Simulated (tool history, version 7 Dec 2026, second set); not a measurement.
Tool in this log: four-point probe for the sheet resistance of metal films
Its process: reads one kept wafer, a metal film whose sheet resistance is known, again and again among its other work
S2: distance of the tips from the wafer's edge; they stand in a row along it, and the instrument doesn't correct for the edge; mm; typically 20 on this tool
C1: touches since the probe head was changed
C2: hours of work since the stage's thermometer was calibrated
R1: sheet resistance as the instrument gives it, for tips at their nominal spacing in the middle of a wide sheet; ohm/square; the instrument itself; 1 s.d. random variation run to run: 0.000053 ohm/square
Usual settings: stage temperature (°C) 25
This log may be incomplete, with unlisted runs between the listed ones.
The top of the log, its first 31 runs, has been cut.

run 32 hour=2187.2 | stage_temperature_(°C)=31 S2=42 | C1=52274 C2=51 | R1=0.267005
run 33 hour=2262.7 | stage_temperature_(°C)=18 S2=5 | C1=53263 C2=86 | R1=0.275695
run 34 hour=2317 | stage_temperature_(°C)=23 S2=15 | C1=53972 C2=111 | R1=0.267892
run 35 hour=2400.9 | stage_temperature_(°C)=23 S2=49 | C1=55070 C2=150 | R1=0.266791
run 36 hour=2485.1 | stage_temperature_(°C)=19 S2=42 | C1=56172 C2=189 | R1=0.266906
run 37 hour=2540.2 | stage_temperature_(°C)=19 S2=20 | C1=56893 C2=214 | R1=0.267363
run 38 hour=2589.6 | stage_temperature_(°C)=19 S2=8 | C1=57539 C2=237 | R1=0.270334
run 39 hour=2667.4 | stage_temperature_(°C)=21 S2=5 | C1=58556 C2=273 | R1=0.275888
run 40 hour=2722.3 | stage_temperature_(°C)=28 S2=5 | C1=59275 C2=299 | R1=0.276004
run 41 hour=2791.4 | stage_temperature_(°C)=19 S2=5 | C1=60179 C2=331 | R1=0.275655
run 42 hour=2862.5 | stage_temperature_(°C)=21 S2=5 | C1=61108 C2=364 | R1=0.275812
run 43 hour=2915.8 | stage_temperature_(°C)=22 S2=3 | C1=61806 C2=388 | R1=0.290293

Here are 5 independent what-if runs from the current tool condition. What would each one return?
run A hour=2964.8 | stage_temperature_(°C)=21 S2=34 | C1=62448 C2=411 | R1=?
run B hour=2964.8 | stage_temperature_(°C)=25 S2=27 | C1=62448 C2=411 | R1=?
run C hour=2964.8 | stage_temperature_(°C)=34 S2=33 | C1=62448 C2=411 | R1=?
run D hour=2964.8 | stage_temperature_(°C)=27 S2=4 | C1=62448 C2=411 | R1=?
run E hour=2964.8 | stage_temperature_(°C)=22 S2=25 | C1=62448 C2=411 | R1=?

run=A R1=0.267084
run=B R1=0.267371
run=C R1=0.26736
run=D R1=0.280735
run=E R1=0.267414
Stripped of hidden state, with their random variation kept, the same runs would have yielded:
run=A R1=0.266089
run=B R1=0.266376
run=C R1=0.266367
run=D R1=0.279695
run=E R1=0.266418

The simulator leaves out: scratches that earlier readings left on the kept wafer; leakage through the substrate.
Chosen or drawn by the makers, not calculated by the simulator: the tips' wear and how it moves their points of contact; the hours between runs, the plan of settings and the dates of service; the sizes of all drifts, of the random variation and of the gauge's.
